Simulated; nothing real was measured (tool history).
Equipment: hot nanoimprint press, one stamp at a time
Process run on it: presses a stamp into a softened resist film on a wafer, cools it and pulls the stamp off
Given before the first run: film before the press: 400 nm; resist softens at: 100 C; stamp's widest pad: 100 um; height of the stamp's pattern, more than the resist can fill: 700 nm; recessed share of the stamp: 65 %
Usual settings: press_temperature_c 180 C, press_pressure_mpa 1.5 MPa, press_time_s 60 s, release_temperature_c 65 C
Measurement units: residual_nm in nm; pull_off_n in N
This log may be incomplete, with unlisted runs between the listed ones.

{"run": 1, "hour": 0.0, "press_temperature_c": 180, "press_pressure_mpa": 1.5, "press_time_s": 60, "release_temperature_c": 65, "residual_nm": 222.8, "pull_off_n": 92}
{"run": 2, "hour": 53.5, "press_temperature_c": 180, "press_pressure_mpa": 1.5, "press_time_s": 60, "release_temperature_c": 65, "residual_nm": 223.5, "pull_off_n": 92}
{"run": 3, "hour": 87.1, "press_temperature_c": 180, "press_pressure_mpa": 1.5, "press_time_s": 60, "release_temperature_c": 65, "residual_nm": 221, "pull_off_n": 93}
{"run": 4, "hour": 141.4, "press_temperature_c": 180, "press_pressure_mpa": 1.31, "press_time_s": 60, "release_temperature_c": 65, "residual_nm": 234.7, "pull_off_n": 90}
{"hour": 153.2, "done": "stamp cleaned and given a new release coat"}
{"run": 5, "hour": 198.2, "press_temperature_c": 180, "press_pressure_mpa": 1.31, "press_time_s": 60, "release_temperature_c": 65, "residual_nm": 234.7, "pull_off_n": 90}
{"run": 6, "hour": 248.3, "press_temperature_c": 180, "press_pressure_mpa": 1.31, "press_time_s": 60, "release_temperature_c": 65, "residual_nm": 235.5, "pull_off_n": 87}
{"hour": 285.4, "done": "plate thermocouple calibrated"}
{"run": 7, "hour": 329.3, "press_temperature_c": 180, "press_pressure_mpa": 1.5, "press_time_s": 60, "release_temperature_c": 65, "residual_nm": 221.5, "pull_off_n": 91}
{"run": 8, "hour": 375.9, "press_temperature_c": 180, "press_pressure_mpa": 1.5, "press_time_s": 60, "release_temperature_c": 65, "residual_nm": 220.6, "pull_off_n": 89}
{"run": 9, "hour": 440.3, "press_temperature_c": 180, "press_pressure_mpa": 1.5, "press_time_s": 60, "release_temperature_c": 65, "residual_nm": 219.9, "pull_off_n": 93}
{"hour": 465.0, "done": "stamp cleaned and given a new release coat"}
{"run": 10, "hour": 496.3, "press_temperature_c": 180, "press_pressure_mpa": 1.5, "press_time_s": 35, "release_temperature_c": 65, "residual_nm": 256.7, "pull_off_n": 89}
{"run": 11, "hour": 539.7, "press_temperature_c": 180, "press_pressure_mpa": 1.5, "press_time_s": 35, "release_temperature_c": 65, "residual_nm": 257.8, "pull_off_n": 92}
{"run": 12, "hour": 594.3, "press_temperature_c": 180, "press_pressure_mpa": 1.5, "press_time_s": 35, "release_temperature_c": 65, "residual_nm": 258, "pull_off_n": 91}
{"run": 13, "hour": 628.2, "press_temperature_c": 180, "press_pressure_mpa": 1.32, "press_time_s": 60, "release_temperature_c": 65, "residual_nm": 232.5, "pull_off_n": 91}
{"run": 14, "hour": 681.6, "press_temperature_c": 186, "press_pressure_mpa": 1.32, "press_time_s": 60, "release_temperature_c": 65, "residual_nm": 201.8, "pull_off_n": 90}
{"run": 15, "hour": 725.8, "press_temperature_c": 180, "press_pressure_mpa": 1.5, "press_time_s": 60, "release_temperature_c": 65, "residual_nm": 220.1, "pull_off_n": 94}
{"hour": 772.9, "done": "stamp cleaned and given a new release coat"}
{"run": 16, "hour": 796.9, "press_temperature_c": 180, "press_pressure_mpa": 1.7, "press_time_s": 54, "release_temperature_c": 65, "residual_nm": 213.5, "pull_off_n": 92}
{"run": 17, "hour": 865.2, "press_temperature_c": 183, "press_pressure_mpa": 2.05, "press_time_s": 54, "release_temperature_c": 65, "residual_nm": 180.4, "pull_off_n": 90}
{"hour": 884.9, "done": "plate thermocouple calibrated"}
{"run": 18, "hour": 919.6, "press_temperature_c": 180, "press_pressure_mpa": 1.69, "press_time_s": 60, "release_temperature_c": 65, "residual_nm": 206.5, "pull_off_n": 93}
{"run": 19, "hour": 988.8, "press_temperature_c": 177, "press_pressure_mpa": 1.75, "press_time_s": 87, "release_temperature_c": 54, "residual_nm": 194.1, "pull_off_n": 112}
{"run": 20, "hour": 1021.6, "press_temperature_c": 177, "press_pressure_mpa": 1.75, "press_time_s": 87, "release_temperature_c": 54, "residual_nm": 192.6, "pull_off_n": 111}
{"hour": 1083.2, "done": "stamp cleaned and given a new release coat"}
{"run": 21, "hour": 1086.0, "press_temperature_c": 180, "press_pressure_mpa": 1.23, "press_time_s": 60, "release_temperature_c": 65, "residual_nm": 237.2, "pull_off_n": 94}
{"run": 22, "hour": 1119.4, "press_temperature_c": 191, "press_pressure_mpa": 1.52, "press_time_s": 102, "release_temperature_c": 50, "residual_nm": 137.5, "pull_off_n": 118}
{"run": 23, "hour": 1194.7, "press_temperature_c": 169, "press_pressure_mpa": 1.5, "press_time_s": 74, "release_temperature_c": 63, "residual_nm": 264.6, "pull_off_n": 97}
{"hour": 1227.0, "done": "press's hydraulic seals changed and the load cell set to zero"}
{"run": 24, "hour": 1249.5, "press_temperature_c": 169, "press_pressure_mpa": 1.5, "press_time_s": 74, "release_temperature_c": 63, "residual_nm": 262.8, "pull_off_n": 94}
{"hour": 1305.7, "done": "gauge calibrated"}
{"run": 25, "hour": 1305.7, "press_temperature_c": 169, "press_pressure_mpa": 1.5, "press_time_s": 74, "release_temperature_c": 63, "residual_nm": 271, "pull_off_n": 98}
{"run": 26, "hour": 1350.2, "press_temperature_c": 169, "press_pressure_mpa": 1.5, "press_time_s": 74, "release_temperature_c": 63, "residual_nm": 270.3, "pull_off_n": 97}
{"hour": 1399.0, "done": "stamp cleaned and given a new release coat"}
{"run": 27, "hour": 1429.5, "press_temperature_c": 191, "press_pressure_mpa": 1.5, "press_time_s": 39, "release_temperature_c": 69, "residual_nm": 198.8, "pull_off_n": 85}
{"run": 28, "hour": 1464.6, "press_temperature_c": 191, "press_pressure_mpa": 1.5, "press_time_s": 39, "release_temperature_c": 69, "residual_nm": 199.5, "pull_off_n": 82}
{"hour": 1489.5, "done": "plate thermocouple calibrated"}
{"run": 29, "hour": 1501.1, "press_temperature_c": 191, "press_pressure_mpa": 1.5, "press_time_s": 96, "release_temperature_c": 69, "residual_nm": 144.3, "pull_off_n": 84}

Hidden state or all else? Some run-to-run changes of residual_nm, split into what the settings, what came in and random variation would give without the hidden state, and what is left for the hidden state (with any gauge scatter that isn't in both results):
The tool's hidden condition here consists of: true temperature over the reading, C; pressure that arrives at the usual setting, %; grip of the stamp's worn release coat, % over a new coat's; drift of the gauge itself on residual_nm, %; drift of the gauge itself on pull_off_n, %.
Run 21 -> 22: press_temperature_c 180 -> 191, press_pressure_mpa 1.23 -> 1.52, press_time_s 60 -> 102, release_temperature_c 65 -> 50. residual_nm -99.7 nm: hidden state +2.1, all else -101.8.
Run 22 -> 23: press_temperature_c 191 -> 169, press_pressure_mpa 1.52 -> 1.5, press_time_s 102 -> 74, release_temperature_c 50 -> 63. residual_nm +127.1 nm: hidden state -3.5, all else +130.6.
Run 24 -> 25: gauge calibrated. residual_nm +8.2 nm: hidden state +7, all else +1.2.
